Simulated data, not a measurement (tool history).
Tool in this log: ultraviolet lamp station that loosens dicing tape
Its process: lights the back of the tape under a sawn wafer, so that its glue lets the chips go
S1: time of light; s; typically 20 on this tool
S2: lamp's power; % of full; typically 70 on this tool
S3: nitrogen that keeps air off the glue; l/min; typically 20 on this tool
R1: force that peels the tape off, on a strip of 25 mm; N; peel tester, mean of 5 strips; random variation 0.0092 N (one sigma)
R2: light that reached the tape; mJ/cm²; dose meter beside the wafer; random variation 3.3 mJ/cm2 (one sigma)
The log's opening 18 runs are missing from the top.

| run | hour | S1 | S2 | S3 | R1 | R2 |
|---|---|---|---|---|---|---|
| 19 | 1001.5 | 20 | 70 | 20 | 0.552 | 412 |
| 20 | 1069.6 | 20 | 70 | 20 | 0.561 | 403 |
| 21 | 1119.9 | 20 | 64 | 20 | 0.654 | 358 |
| 22 | 1202.5 | 20 | 64 | 20 | 0.664 | 350 |
| 23 | 1276.5 | 20 | 64 | 20 | 0.707 | 335 |
| 24 | 1353.1 | 20 | 89 | 28 | 0.406 | 455 |
|  | 1387.2 | lamp changed |
| 25 | 1423.2 | 20 | 89 | 9 | 0.505 | 560 |
|  | 1459.4 | window cleaned of glue's vapour |
| 26 | 1483.8 | 20 | 89 | 9 | 0.395 | 638 |
| 27 | 1528.2 | 18 | 76 | 17 | 0.461 | 478 |
| 28 | 1590.9 | 11 | 64 | 23 | 1.080 | 245 |
| 29 | 1657.2 | 24 | 74 | 37 | 0.292 | 600 |
| 30 | 1724.3 | 24 | 74 | 37 | 0.291 | 585 |
| 31 | 1787.2 | 11 | 61 | 26 | 1.214 | 216 |
| 32 | 1847.1 | 11 | 61 | 26 | 1.242 | 208 |
| 33 | 1926.5 | 11 | 61 | 26 | 1.257 | 205 |
|  | 1989.4 | window cleaned of glue's vapour |
| 34 | 1992.1 | 10 | 70 | 8 | 1.591 | 242 |
| 35 | 2040.5 | 10 | 70 | 8 | 1.585 | 230 |
| 36 | 2116.0 | 10 | 70 | 8 | 1.674 | 228 |
| 37 | 2176.5 | 30 | 86 | 12 | 0.296 | 820 |
| 38 | 2244.0 | 27 | 68 | 19 | 0.329 | 576 |
| 39 | 2316.3 | 19 | 99 | 14 | 0.392 | 565 |
| 40 | 2383.0 | 18 | 96 | 16 | 0.429 | 512 |
| 41 | 2463.7 | 18 | 96 | 16 | 0.438 | 493 |

Branching from run 41: 3 alternative next runs. What would each branch give?
| A | 2501.0 | 18 | 96 | 6 | ? | ? |
| B | 2501.0 | 23 | 69 | 8 | ? | ? |
| C | 2501.0 | 38 | 70 | 20 | ? | ? |

| run | R1 | R2 |
|---|---|---|
| A | 0.711 | 482 |
| B | 0.706 | 445 |
| C | 0.265 | 752 |
Without the tool's unlogged condition, the same runs would have read:
| run | R1 | R2 |
|---|---|---|
| A | 0.481 | 628 |
| B | 0.477 | 579 |
| C | 0.242 | 978 |

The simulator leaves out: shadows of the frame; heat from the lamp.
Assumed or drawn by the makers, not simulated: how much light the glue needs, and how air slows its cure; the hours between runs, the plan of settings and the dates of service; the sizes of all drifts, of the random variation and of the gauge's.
